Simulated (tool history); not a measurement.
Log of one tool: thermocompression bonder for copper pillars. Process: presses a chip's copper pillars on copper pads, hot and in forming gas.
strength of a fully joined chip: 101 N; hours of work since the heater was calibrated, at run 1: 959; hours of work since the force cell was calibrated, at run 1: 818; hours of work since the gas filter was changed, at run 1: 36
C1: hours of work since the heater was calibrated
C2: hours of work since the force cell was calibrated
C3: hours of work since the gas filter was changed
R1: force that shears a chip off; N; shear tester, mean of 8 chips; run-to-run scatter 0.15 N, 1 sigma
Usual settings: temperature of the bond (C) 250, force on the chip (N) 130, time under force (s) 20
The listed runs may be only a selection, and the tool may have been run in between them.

{"run": 1, "day": 0.0, "temperature of the bond (C)": 250, "force on the chip (N)": 130, "time under force (s)": 20, "C1": 959, "C2": 818, "C3": 36, "R1": 39.2}
{"run": 2, "day": 0.642, "temperature of the bond (C)": 250, "force on the chip (N)": 130, "time under force (s)": 20, "C1": 969, "C2": 828, "C3": 46, "R1": 39.1}
{"run": 3, "day": 1.525, "temperature of the bond (C)": 250, "force on the chip (N)": 130, "time under force (s)": 38, "C1": 984, "C2": 842, "C3": 60, "R1": 49.4}
{"run": 4, "day": 2.454, "temperature of the bond (C)": 250, "force on the chip (N)": 130, "time under force (s)": 38, "C1": 998, "C2": 857, "C3": 75, "R1": 49.2}
{"run": 5, "day": 3.617, "temperature of the bond (C)": 250, "force on the chip (N)": 130, "time under force (s)": 20, "C1": 1017, "C2": 876, "C3": 93, "R1": 38.6}
{"run": 6, "day": 4.467, "temperature of the bond (C)": 250, "force on the chip (N)": 130, "time under force (s)": 17, "C1": 1031, "C2": 889, "C3": 107, "R1": 36.3}
{"run": 7, "day": 5.729, "temperature of the bond (C)": 250, "force on the chip (N)": 130, "time under force (s)": 17, "C1": 1051, "C2": 909, "C3": 127, "R1": 36.2}
{"run": 8, "day": 6.6, "temperature of the bond (C)": 250, "force on the chip (N)": 130, "time under force (s)": 17, "C1": 1065, "C2": 923, "C3": 141, "R1": 36.2}
{"run": 9, "day": 7.454, "temperature of the bond (C)": 272, "force on the chip (N)": 130, "time under force (s)": 17, "C1": 1078, "C2": 937, "C3": 155, "R1": 47.5}
{"run": 10, "day": 8.046, "temperature of the bond (C)": 225, "force on the chip (N)": 87, "time under force (s)": 21, "C1": 1088, "C2": 946, "C3": 164, "R1": 18.9}
{"run": 11, "day": 9.229, "temperature of the bond (C)": 235, "force on the chip (N)": 81, "time under force (s)": 21, "C1": 1107, "C2": 965, "C3": 183, "R1": 20.8}
{"run": 12, "day": 10.283, "temperature of the bond (C)": 266, "force on the chip (N)": 146, "time under force (s)": 16, "C1": 1123, "C2": 982, "C3": 200, "R1": 47.2}
{"day": 10.567, "done": "forming gas filter changed"}
{"run": 13, "day": 11.438, "temperature of the bond (C)": 225, "force on the chip (N)": 163, "time under force (s)": 20, "C1": 1142, "C2": 1000, "C3": 14, "R1": 32.7}
{"run": 14, "day": 12.712, "temperature of the bond (C)": 266, "force on the chip (N)": 163, "time under force (s)": 20, "C1": 1162, "C2": 1021, "C3": 34, "R1": 55.2}
{"run": 15, "day": 13.542, "temperature of the bond (C)": 266, "force on the chip (N)": 163, "time under force (s)": 20, "C1": 1175, "C2": 1034, "C3": 47, "R1": 55.1}
{"run": 16, "day": 14.817, "temperature of the bond (C)": 240, "force on the chip (N)": 115, "time under force (s)": 20, "C1": 1196, "C2": 1054, "C3": 68, "R1": 30.3}
{"run": 17, "day": 15.875, "temperature of the bond (C)": 226, "force on the chip (N)": 112, "time under force (s)": 22, "C1": 1212, "C2": 1071, "C3": 85, "R1": 24.8}
{"run": 18, "day": 16.583, "temperature of the bond (C)": 256, "force on the chip (N)": 116, "time under force (s)": 42, "C1": 1224, "C2": 1082, "C3": 96, "R1": 49.5}

Some steps in R1 between neighbouring runs. How much of each would the tool show without its hidden state too (settings, what came in, random variation), and how much is left for the hidden state, with any gauge scatter that isn't in both results?
Hidden state present: true temperature of the bond over the reading, C; force that reaches the chip, % of what is set; oxide that the forming gas leaves, % of the face; drift of the gauge itself on shear_n, %.
Run 9 -> 10: temperature of the bond (C) 272 -> 225, force on the chip (N) 130 -> 87, time under force (s) 17 -> 21. R1 -28.6 N: hidden state +0.3, all else -28.9.
Run 17 -> 18: temperature of the bond (C) 226 -> 256, force on the chip (N) 112 -> 116, time under force (s) 22 -> 42. R1 +24.7 N: hidden state -0.4, all else +25.1.

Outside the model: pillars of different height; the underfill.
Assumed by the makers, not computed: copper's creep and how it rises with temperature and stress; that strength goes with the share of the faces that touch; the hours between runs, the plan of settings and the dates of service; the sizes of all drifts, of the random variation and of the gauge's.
